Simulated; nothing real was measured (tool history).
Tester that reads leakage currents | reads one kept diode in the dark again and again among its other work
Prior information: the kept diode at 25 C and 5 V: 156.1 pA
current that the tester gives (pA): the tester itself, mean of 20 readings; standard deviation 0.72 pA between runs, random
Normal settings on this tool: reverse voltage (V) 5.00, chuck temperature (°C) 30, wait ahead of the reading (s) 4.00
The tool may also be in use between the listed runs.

run,hour,reverse voltage (V),chuck temperature (°C),wait ahead of the reading (s),current that the tester gives (pA)
1,0.0,5.00,30,4.00,238.43
2,181.6,5.00,30,4.00,229.78
3,301.9,5.00,30,4.00,227.62
4,389.6,5.00,49,4.00,1020.35
5,483.7,5.00,49,4.00,1013.91
6,657.1,1.30,27,4.38,80.32
7,808.5,11.02,31,4.00,351.98
8,898.1,16.17,22,7.07,196.22
9,1000.1,16.17,22,7.07,193.22
# hour 1067.8: chuck's temperature calibrated
10,1096.8,16.17,22,7.07,232.96

Each run again, without the hidden state but with its own random variation kept:
The hidden state here: stray current of the dirty probe card, pA a volt; current scale over the true one, %; true chuck temperature over the reading, C; drift of the gauge itself on leakage_pa, %.
run,current that the tester gives (pA)
1,242.38
2,240.13
3,242.44
4,1098.59
5,1104.99
6,90.61
7,402.42
8,224.11
9,223.89
10,226.05

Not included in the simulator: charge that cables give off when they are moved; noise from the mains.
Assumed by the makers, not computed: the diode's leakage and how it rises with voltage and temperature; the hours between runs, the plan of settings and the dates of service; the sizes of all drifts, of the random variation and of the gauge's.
